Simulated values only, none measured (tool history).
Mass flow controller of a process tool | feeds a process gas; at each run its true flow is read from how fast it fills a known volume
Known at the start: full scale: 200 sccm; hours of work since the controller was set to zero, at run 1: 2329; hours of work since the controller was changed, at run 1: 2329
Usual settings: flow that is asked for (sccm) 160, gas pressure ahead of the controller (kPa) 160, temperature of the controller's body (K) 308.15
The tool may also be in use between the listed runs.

run	hour	flow that is asked for (sccm)	gas pressure ahead of the controller (kPa)	temperature of the controller's body (K)	hours of work since the controller was set to zero	hours of work since the controller was changed	true flow (%)
1	0	160	160	308.15	2329	2329	99.1
2	288	160	160	308.15	2465	2465	99.06
3	657.8	160	160	308.15	2640	2640	99.02
4	1010.4	160	243	308.15	2806	2806	99.6
5	1279.8	160	243	308.15	2933	2933	99.39
6	1605.2	160	243	308.15	3086	3086	99.52
7	1773	160	243	308.15	3165	3165	99.49
8	2005.5	160	243	308.15	3275	3275	99.47
9	2252.7	160	160	308.15	3391	3391	99.04
10	2436.2	160	160	300.15	3478	3478	99.29
11	2825.1	160	160	300.15	3661	3661	99.55
12	3158.8	160	160	300.15	3819	3819	99.5
13	3391.7	160	160	295.15	3928	3928	99.59
14	3700.7	160	160	295.15	4074	4074	99.69
15	4037.9	102	190	297.15	4233	4233	99.35
16	4217.8	146	192	298.15	4318	4318	99.65
17	4414.9	146	192	298.15	4411	4411	99.68
18	4817.1	146	170	294.15	4600	4600	99.48
19	5203	65	246	312.15	4782	4782	98.73
20	5531.3	24	196	309.15	4937	4937	98.31
21	5723	22	160	297.15	5027	5027	98.58
22	5993.4	29	198	306.15	5155	5155	98.46
# hour 6364.7: controller's zero set anew
23	6376.1	29	198	306.15	5	5335	98.49
24	6722.5	170	160	308.15	169	5498	99.21
25	7000.9	170	160	308.15	300	5629	99.07

How the hidden state differs across the entries between the runs, from the last listed run before each to the first after it:
Between runs 22 and 23: controller's zero set anew (hour 6364.7)
  flow at rest that the sensor doesn't see, % of full scale: 0.003 -> 0

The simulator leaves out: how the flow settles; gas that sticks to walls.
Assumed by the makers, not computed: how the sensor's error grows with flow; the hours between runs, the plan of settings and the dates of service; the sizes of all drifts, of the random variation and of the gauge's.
